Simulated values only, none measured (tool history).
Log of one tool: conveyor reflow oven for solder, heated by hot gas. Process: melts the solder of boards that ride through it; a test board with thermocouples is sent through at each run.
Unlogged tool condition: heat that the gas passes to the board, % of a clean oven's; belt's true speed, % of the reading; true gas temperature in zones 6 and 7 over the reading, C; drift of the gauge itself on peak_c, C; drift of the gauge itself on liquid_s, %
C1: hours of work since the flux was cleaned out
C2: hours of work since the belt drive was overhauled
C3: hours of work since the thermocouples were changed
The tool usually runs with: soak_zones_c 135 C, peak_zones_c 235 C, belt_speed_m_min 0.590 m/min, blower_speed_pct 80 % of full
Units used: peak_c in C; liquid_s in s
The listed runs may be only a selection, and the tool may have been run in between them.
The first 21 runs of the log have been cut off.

Run 22, hour 204.7: usual settings but belt_speed_m_min 0.689 m/min, blower_speed_pct 63 % of full; C1 54; C2 714; C3 416. Result: peak_c 207.8 C, liquid_s 31.4 s.
Run 23, hour 216.5: usual settings but belt_speed_m_min 0.689 m/min, blower_speed_pct 63 % of full; C1 64; C2 723; C3 425. Result: peak_c 207.6 C, liquid_s 31.4 s.
Run 24, hour 226.3: usual settings but soak_zones_c 146 C, peak_zones_c 238 C, belt_speed_m_min 0.522 m/min, blower_speed_pct 53 % of full; C1 71; C2 730; C3 432. Result: peak_c 218.6 C, liquid_s 55.5 s.
Run 25, hour 235.0: usual settings but soak_zones_c 147 C, belt_speed_m_min 0.536 m/min; C1 78; C2 737; C3 439. Result: peak_c 222.6 C, liquid_s 57.4 s.
Run 26, hour 240.9: usual settings but soak_zones_c 147 C, belt_speed_m_min 0.536 m/min; C1 82; C2 741; C3 443. Result: peak_c 222.2 C, liquid_s 57.6 s.
Run 27, hour 250.5: usual settings but peak_zones_c 234 C, belt_speed_m_min 0.675 m/min; C1 90; C2 749; C3 451. Result: peak_c 212.7 C, liquid_s 36.5 s.
Run 28, hour 258.6: usual settings but peak_zones_c 234 C, belt_speed_m_min 0.675 m/min; C1 96; C2 755; C3 457. Result: peak_c 212.5 C, liquid_s 36.4 s.
Run 29, hour 264.2: usual settings but peak_zones_c 234 C, belt_speed_m_min 0.675 m/min; C1 100; C2 759; C3 461. Result: peak_c 212.3 C, liquid_s 36.5 s.
Run 30, hour 270.7: usual settings but soak_zones_c 128 C, peak_zones_c 234 C, belt_speed_m_min 0.675 m/min; C1 105; C2 764; C3 466. Result: peak_c 210.7 C, liquid_s 33.9 s.
Run 31, hour 276.4: usual settings but peak_zones_c 231 C, belt_speed_m_min 0.570 m/min, blower_speed_pct 86 % of full; C1 109; C2 768; C3 470. Result: peak_c 216.1 C, liquid_s 47.3 s.
Run 32, hour 285.9: usual settings but peak_zones_c 239 C; C1 117; C2 776; C3 478. Result: peak_c 220.6 C, liquid_s 47.8 s.

Consider 3 possible next runs. They are alternatives, not a sequence: every one starts from the tool as it was left by run 32. What does each give?
Run A, hour 297.3: usual settings but peak_zones_c 224 C, belt_speed_m_min 0.497 m/min; C1 125; C2 784; C3 486. Result: peak_c ?, liquid_s ?.
Run B, hour 297.3: usual settings but peak_zones_c 239 C, belt_speed_m_min 0.552 m/min; C1 125; C2 784; C3 486. Result: peak_c ?, liquid_s ?.
Run C, hour 297.3: usual settings but peak_zones_c 230 C; C1 125; C2 784; C3 486. Result: peak_c ?, liquid_s ?.

run  peak_c  liquid_s
  A   212.7      52.4
  B   223.2      52.5
  C   213.1      42.8
Without the tool's hidden state the same runs would have given:
run  peak_c  liquid_s
  A   214.2      52.7
  B   224.7      52.4
  C   214.6      43.1
